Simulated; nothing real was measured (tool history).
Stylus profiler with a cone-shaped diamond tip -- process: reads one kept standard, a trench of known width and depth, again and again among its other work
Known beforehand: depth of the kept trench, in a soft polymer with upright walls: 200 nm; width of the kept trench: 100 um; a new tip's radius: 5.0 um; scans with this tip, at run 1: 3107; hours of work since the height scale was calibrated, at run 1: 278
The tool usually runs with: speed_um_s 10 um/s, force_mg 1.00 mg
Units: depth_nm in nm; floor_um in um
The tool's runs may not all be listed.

run   hour  speed_um_s  force_mg  scans with this tip  hours of work since the height scale was calibrated  depth_nm  floor_um
  1    0.0          10      1.00                 3107                                                  278    201.36     97.08
  2   21.2          10      1.91                 3228                                                  289    202.31     97.12
  3   39.4          10      1.91                 3332                                                  298    202.10     97.15
  4   52.7          10      1.91                 3407                                                  305    202.34     97.11
  5   65.1          10      1.91                 3478                                                  311    202.28     97.17
  6   88.2          10      1.91                 3610                                                  323    202.42     97.18
  7  113.3          10      1.00                 3753                                                  336    201.45     97.18
  8  130.9          10      1.00                 3854                                                  345    201.55     97.09
  9  145.6          10      1.00                 3938                                                  352    201.52     97.16
 10  162.9          10      2.77                 4037                                                  361    202.91     97.18
 11  178.9          25      1.00                 4128                                                  369    201.49     97.05
 12  193.5          10      1.00                 4211                                                  377    201.55     97.09
 13  210.8          10      0.35                 4310                                                  386    200.64     97.12
 14  227.0          10      0.35                 4402                                                  394    200.72     97.05
 15  250.3          10      0.35                 4535                                                  406    200.70     97.10
 16  266.8          10      0.68                 4629                                                  414    201.17     97.12
 17  278.4          10      0.68                 4696                                                  420    201.10     97.13
 18  303.8           2      0.68                 4841                                                  433    201.29     97.21
 19  317.2           2      0.68                 4918                                                  440    201.15     97.14
 20  343.3          12      0.77                 5066                                                  453    201.37     97.14
 21  366.9           5      2.14                 5201                                                  465    202.38     97.22
 22  392.6           6      1.00                 5348                                                  478    201.58     97.09
 23  417.6           6      0.65                 5490                                                  491    201.16     97.14
 24  436.6           6      0.57                 5599                                                  501    201.07     97.11
 25  451.7          16      0.57                 5685                                                  508    200.94     97.07
 26  470.1          12      0.78                 5790                                                  518    201.21     97.10
 27  486.2          10      2.68                 5882                                                  526    202.83     97.19
 28  506.4          10      0.89                 5997                                                  536    201.34     97.09
 29  532.7          10      0.89                 6147                                                  550    201.34     97.09
 30  545.1          20      1.00                 6218                                                  556    201.37     97.13
 31  556.1           5      0.95                 6281                                                  562    201.38     97.12
 32  569.3           5      0.95                 6356                                                  569    201.38     97.11
 33  587.1           5      0.95                 6457                                                  578    201.35     97.18
 34  609.0           5      0.95                 6583                                                  589    201.44     97.16
 35  620.5           3      2.54                 6648                                                  595    202.71     97.17
 36  638.6          23      0.62                 6752                                                  604    201.08     97.00
 37  659.9          23      0.62                 6873                                                  615    201.04     97.01

Predict each of these 5 candidate next runs independently; none follows another, all start after run 37:
  A  678.9           3      0.78                 6982                                                  624         ?         ?
  B  678.9          22      0.43                 6982                                                  624         ?         ?
  C  678.9          10      0.36                 6982                                                  624         ?         ?
  D  678.9           9      1.95                 6982                                                  624         ?         ?
  E  678.9           3      2.53                 6982                                                  624         ?         ?

run  depth_nm  floor_um
  A    201.29     97.21
  B    200.72     96.97
  C    200.68     97.06
  D    202.33     97.17
  E    202.63     97.17
Take away the tool's hidden state, keep each run's random variation, and the runs would have read:
run  depth_nm  floor_um
  A    201.30     97.21
  B    200.72     96.97
  C    200.69     97.07
  D    202.34     97.17
  E    202.63     97.17
